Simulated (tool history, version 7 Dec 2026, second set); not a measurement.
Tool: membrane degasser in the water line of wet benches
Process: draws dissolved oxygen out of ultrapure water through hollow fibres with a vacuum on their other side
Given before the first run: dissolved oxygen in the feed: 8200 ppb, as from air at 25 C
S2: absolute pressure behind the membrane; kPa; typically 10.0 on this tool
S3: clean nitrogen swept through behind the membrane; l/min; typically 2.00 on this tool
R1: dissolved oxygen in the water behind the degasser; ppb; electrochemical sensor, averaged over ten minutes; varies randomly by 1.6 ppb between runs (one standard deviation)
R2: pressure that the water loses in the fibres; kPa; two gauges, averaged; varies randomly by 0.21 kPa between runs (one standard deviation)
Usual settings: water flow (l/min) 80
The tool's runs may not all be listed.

run 1 day=0.000 | water_flow_(l/min)=80 S2=10.0 S3=2.00 | R1=531.5 R2=51.55
run 2 day=4.812 | water_flow_(l/min)=80 S2=10.0 S3=2.00 | R1=529.8 R2=51.35
run 3 day=8.754 | water_flow_(l/min)=80 S2=23.7 S3=2.00 | R1=1427.1 R2=51.32
run 4 day=13.112 | water_flow_(l/min)=80 S2=23.7 S3=2.00 | R1=1433.7 R2=51.65
-- day=15.871 vacuum gauge calibrated
run 5 day=18.038 | water_flow_(l/min)=80 S2=23.7 S3=3.30 | R1=984.7 R2=51.31
run 6 day=23.038 | water_flow_(l/min)=80 S2=10.0 S3=3.15 | R1=377.3 R2=51.64
run 7 day=28.229 | water_flow_(l/min)=80 S2=10.0 S3=3.15 | R1=374.5 R2=51.55
run 8 day=31.875 | water_flow_(l/min)=84 S2=10.0 S3=2.00 | R1=556.0 R2=53.94
run 9 day=39.154 | water_flow_(l/min)=84 S2=10.0 S3=2.00 | R1=554.6 R2=53.75
-- day=43.733 vacuum gauge calibrated, once more
run 10 day=43.733 | water_flow_(l/min)=84 S2=10.0 S3=2.00 | R1=554.0 R2=54.19
run 11 day=49.933 | water_flow_(l/min)=59 S2=11.3 S3=2.00 | R1=489.5 R2=38.09
run 12 day=53.362 | water_flow_(l/min)=78 S2=10.0 S3=2.62 | R1=427.0 R2=50.37
run 13 day=60.267 | water_flow_(l/min)=78 S2=15.6 S3=2.62 | R1=737.1 R2=50.22
run 14 day=64.554 | water_flow_(l/min)=76 S2=10.0 S3=3.46 | R1=332.4 R2=49.12
run 15 day=71.629 | water_flow_(l/min)=86 S2=6.8 S3=4.96 | R1=159.0 R2=55.70
run 16 day=78.096 | water_flow_(l/min)=61 S2=6.8 S3=0.97 | R1=403.4 R2=39.45
run 17 day=82.442 | water_flow_(l/min)=80 S2=10.0 S3=4.46 | R1=285.0 R2=51.89
run 18 day=86.000 | water_flow_(l/min)=75 S2=9.5 S3=5.41 | R1=213.0 R2=48.16
run 19 day=91.671 | water_flow_(l/min)=75 S2=9.5 S3=5.41 | R1=212.6 R2=48.58

A few steps of R1 between consecutive runs. Split each: what settings, incoming material and random variation would produce without the hidden state, and what is left over for the hidden state, along with gauge scatter present in only one of the two compared results (measured, and without hidden state):
The hidden state here: membrane still open, %; true pressure behind the membrane over the reading, kPa; air that leaks in behind the membrane, l/min; drift of the gauge itself on oxygen_ppb, %; drift of the gauge itself on loss_of_pressure_kpa, %.
Run 2 -> 3: S2 10.0 -> 23.7. R1 +897.3 ppb: hidden state +1.2, all else +896.1.
Run 9 -> 10: vacuum gauge calibrated, once more. R1 -0.6 ppb: hidden state -2.7, all else +2.1.

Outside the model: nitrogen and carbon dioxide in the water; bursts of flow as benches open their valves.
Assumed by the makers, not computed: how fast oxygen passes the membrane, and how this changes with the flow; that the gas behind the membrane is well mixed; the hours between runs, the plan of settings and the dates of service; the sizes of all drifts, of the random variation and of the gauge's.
